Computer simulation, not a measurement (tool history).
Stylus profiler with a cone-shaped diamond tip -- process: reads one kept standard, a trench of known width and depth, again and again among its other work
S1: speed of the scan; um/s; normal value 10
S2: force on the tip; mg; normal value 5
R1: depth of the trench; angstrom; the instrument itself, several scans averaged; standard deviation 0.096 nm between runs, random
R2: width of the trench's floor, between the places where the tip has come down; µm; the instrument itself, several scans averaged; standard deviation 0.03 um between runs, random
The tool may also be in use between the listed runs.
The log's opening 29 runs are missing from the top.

run	day	S1	S2	R1	R2
30	51.962	29	5	1023	18.41
31	54.221	3	14.68	1044.7	18.6
32	55.271	31	12.7	1042.2	18.47
33	56.538	8	5.53	1024.9	18.47
34	57.758	3	3.63	1019.8	18.54
35	58.825	13	2.04	1013.6	18.42
36	59.85	13	2.04	1013.5	18.47
37	61.233	2	6.55	1027.7	18.5
38	63.471	15	11.47	1039.2	18.47
39	65.304	15	11.47	1037.1	18.5
40	67.742	15	11.47	1039.1	18.46
41	69.879	3	7.91	1031.8	18.51
42	71.062	2	2.23	1016.8	18.56
43	73.279	2	2.23	1014.9	18.5
44	75.529	3	4.16	1021.7	18.52
45	76.721	12	2.63	1017.4	18.42
46	77.912	7	3.73	1020.7	18.47

Each row is a separate what-if for the run after 46, all from the same tool condition, not one after another. Results?
A	80.167	32	4.86	?	?
B	80.167	2	2.29	?	?
C	80.167	25	3.49	?	?

run	R1	R2
A	1023.1	18.4
B	1016.3	18.48
C	1019.7	18.36
The same runs, with their run-to-run variation unchanged, on a tool lacking any hidden condition would have given:
run	R1	R2
A	1019.2	18.65
B	1012.5	18.73
C	1015.9	18.61

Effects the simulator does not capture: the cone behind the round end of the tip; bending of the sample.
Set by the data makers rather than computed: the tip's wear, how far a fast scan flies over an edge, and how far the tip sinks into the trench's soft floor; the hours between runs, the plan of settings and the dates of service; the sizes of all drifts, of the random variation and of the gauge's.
